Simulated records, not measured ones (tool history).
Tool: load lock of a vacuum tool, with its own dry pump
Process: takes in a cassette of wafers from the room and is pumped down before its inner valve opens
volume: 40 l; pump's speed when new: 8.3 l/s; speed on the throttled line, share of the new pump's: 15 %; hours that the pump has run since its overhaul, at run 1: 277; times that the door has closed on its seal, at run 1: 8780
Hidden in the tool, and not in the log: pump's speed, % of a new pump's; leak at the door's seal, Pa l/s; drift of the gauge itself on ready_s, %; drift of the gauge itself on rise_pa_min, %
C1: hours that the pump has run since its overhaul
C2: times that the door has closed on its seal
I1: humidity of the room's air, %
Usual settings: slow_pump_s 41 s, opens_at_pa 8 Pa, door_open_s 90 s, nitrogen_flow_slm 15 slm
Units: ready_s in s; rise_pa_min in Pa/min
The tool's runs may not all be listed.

run 1 hour=0.0 | slow_pump_s=41 opens_at_pa=8 door_open_s=90 nitrogen_flow_slm=15 | C1=277 C2=8780 | I1=47.1 | ready_s=81.5 rise_pa_min=0.201
run 2 hour=241.0 | slow_pump_s=41 opens_at_pa=8 door_open_s=90 nitrogen_flow_slm=15 | C1=518 C2=9629 | I1=47.1 | ready_s=81.9 rise_pa_min=0.217
run 3 hour=479.4 | slow_pump_s=41 opens_at_pa=8 door_open_s=90 nitrogen_flow_slm=15 | C1=756 C2=10469 | I1=49.8 | ready_s=81.0 rise_pa_min=0.251
run 4 hour=640.8 | slow_pump_s=41 opens_at_pa=8 door_open_s=90 nitrogen_flow_slm=15 | C1=918 C2=11037 | I1=47.4 | ready_s=82.4 rise_pa_min=0.264
run 5 hour=906.4 | slow_pump_s=41 opens_at_pa=8 door_open_s=121 nitrogen_flow_slm=15 | C1=1183 C2=11973 | I1=46.3 | ready_s=81.3 rise_pa_min=0.296
run 6 hour=1114.6 | slow_pump_s=41 opens_at_pa=8 door_open_s=121 nitrogen_flow_slm=15 | C1=1391 C2=12706 | I1=42.1 | ready_s=82.1 rise_pa_min=0.310
run 7 hour=1310.1 | slow_pump_s=41 opens_at_pa=8 door_open_s=37 nitrogen_flow_slm=15 | C1=1587 C2=13395 | I1=48.3 | ready_s=82.2 rise_pa_min=0.316
run 8 hour=1481.0 | slow_pump_s=41 opens_at_pa=8 door_open_s=37 nitrogen_flow_slm=15 | C1=1758 C2=13997 | I1=45.7 | ready_s=82.8 rise_pa_min=0.334
run 9 hour=1719.2 | slow_pump_s=41 opens_at_pa=8 door_open_s=90 nitrogen_flow_slm=15 | C1=1996 C2=14836 | I1=43.5 | ready_s=82.8 rise_pa_min=0.380
run 10 hour=1955.5 | slow_pump_s=41 opens_at_pa=8 door_open_s=90 nitrogen_flow_slm=15 | C1=2232 C2=15668 | I1=48.1 | ready_s=82.4 rise_pa_min=0.408
run 11 hour=2207.2 | slow_pump_s=41 opens_at_pa=8 door_open_s=90 nitrogen_flow_slm=15 | C1=2484 C2=16555 | I1=47.2 | ready_s=82.7 rise_pa_min=0.438
run 12 hour=2337.2 | slow_pump_s=41 opens_at_pa=8 door_open_s=90 nitrogen_flow_slm=15 | C1=2614 C2=17013 | I1=45.6 | ready_s=83.1 rise_pa_min=0.449
run 13 hour=2585.2 | slow_pump_s=41 opens_at_pa=8 door_open_s=90 nitrogen_flow_slm=15 | C1=2862 C2=17887 | I1=45.5 | ready_s=83.7 rise_pa_min=0.489
run 14 hour=2710.8 | slow_pump_s=44 opens_at_pa=8 door_open_s=90 nitrogen_flow_slm=15 | C1=2988 C2=18329 | I1=44.1 | ready_s=85.9 rise_pa_min=0.504
run 15 hour=2886.3 | slow_pump_s=23 opens_at_pa=15 door_open_s=201 nitrogen_flow_slm=37 | C1=3163 C2=18947 | I1=47.1 | ready_s=65.6 rise_pa_min=0.534
run 16 hour=3053.4 | slow_pump_s=23 opens_at_pa=15 door_open_s=201 nitrogen_flow_slm=37 | C1=3330 C2=19536 | I1=43.4 | ready_s=66.0 rise_pa_min=0.566
run 17 hour=3294.1 | slow_pump_s=58 opens_at_pa=11 door_open_s=74 nitrogen_flow_slm=15 | C1=3571 C2=20384 | I1=46.7 | ready_s=95.6 rise_pa_min=0.591
run 18 hour=3503.4 | slow_pump_s=58 opens_at_pa=11 door_open_s=74 nitrogen_flow_slm=15 | C1=3780 C2=21121 | I1=48.8 | ready_s=96.6 rise_pa_min=0.619
run 19 hour=3644.8 | slow_pump_s=58 opens_at_pa=11 door_open_s=74 nitrogen_flow_slm=15 | C1=3921 C2=21619 | I1=42.7 | ready_s=98.2 rise_pa_min=0.654
-- hour=3784.8 door's seal changed, seat wiped
run 20 hour=3871.4 | slow_pump_s=21 opens_at_pa=11 door_open_s=74 nitrogen_flow_slm=26 | C1=4147 C2=305 | I1=46.8 | ready_s=66.5 rise_pa_min=0.037
run 21 hour=4021.3 | slow_pump_s=69 opens_at_pa=16 door_open_s=90 nitrogen_flow_slm=18 | C1=4297 C2=833 | I1=43.8 | ready_s=103.8 rise_pa_min=0.047
run 22 hour=4276.7 | slow_pump_s=69 opens_at_pa=10 door_open_s=90 nitrogen_flow_slm=25 | C1=4552 C2=1733 | I1=46.6 | ready_s=107.0 rise_pa_min=0.058
run 23 hour=4511.5 | slow_pump_s=69 opens_at_pa=10 door_open_s=90 nitrogen_flow_slm=25 | C1=4787 C2=2560 | I1=44.0 | ready_s=107.3 rise_pa_min=0.062
run 24 hour=4688.3 | slow_pump_s=69 opens_at_pa=10 door_open_s=90 nitrogen_flow_slm=25 | C1=4964 C2=3182 | I1=44.7 | ready_s=106.6 rise_pa_min=0.067
run 25 hour=4809.8 | slow_pump_s=69 opens_at_pa=10 door_open_s=179 nitrogen_flow_slm=4 | C1=5085 C2=3611 | I1=47.1 | ready_s=106.2 rise_pa_min=0.121
run 26 hour=5028.2 | slow_pump_s=69 opens_at_pa=10 door_open_s=179 nitrogen_flow_slm=4 | C1=5303 C2=4380 | I1=46.6 | ready_s=108.4 rise_pa_min=0.136
run 27 hour=5283.4 | slow_pump_s=69 opens_at_pa=10 door_open_s=33 nitrogen_flow_slm=4 | C1=5559 C2=5279 | I1=46.3 | ready_s=108.4 rise_pa_min=0.101
run 28 hour=5434.3 | slow_pump_s=69 opens_at_pa=10 door_open_s=33 nitrogen_flow_slm=4 | C1=5710 C2=5810 | I1=44.6 | ready_s=108.3 rise_pa_min=0.107

5 ways to go on from here, each from the tool as it stands after run 28. What would each give?
run A hour=5584.0 | slow_pump_s=37 opens_at_pa=16 door_open_s=90 nitrogen_flow_slm=7 | C1=5859 C2=6338 | I1=42.6 | ready_s=? rise_pa_min=?
run B hour=5584.0 | slow_pump_s=23 opens_at_pa=8 door_open_s=90 nitrogen_flow_slm=24 | C1=5859 C2=6338 | I1=45.1 | ready_s=? rise_pa_min=?
run C hour=5584.0 | slow_pump_s=28 opens_at_pa=8 door_open_s=90 nitrogen_flow_slm=8 | C1=5859 C2=6338 | I1=43.6 | ready_s=? rise_pa_min=?
run D hour=5584.0 | slow_pump_s=71 opens_at_pa=10 door_open_s=33 nitrogen_flow_slm=4 | C1=5859 C2=6338 | I1=45.2 | ready_s=? rise_pa_min=?
run E hour=5584.0 | slow_pump_s=52 opens_at_pa=7 door_open_s=33 nitrogen_flow_slm=36 | C1=5859 C2=6338 | I1=43.2 | ready_s=? rise_pa_min=?

run=A ready_s=79.4 rise_pa_min=0.139
run=B ready_s=72.0 rise_pa_min=0.130
run=C ready_s=76.1 rise_pa_min=0.139
run=D ready_s=110.3 rise_pa_min=0.122
run=E ready_s=96.4 rise_pa_min=0.112
Without the tool's hidden state the same runs would have given:
run=A ready_s=73.8 rise_pa_min=0.045
run=B ready_s=65.6 rise_pa_min=0.037
run=C ready_s=69.8 rise_pa_min=0.044
run=D ready_s=105.2 rise_pa_min=0.029
run=E ready_s=90.6 rise_pa_min=0.018
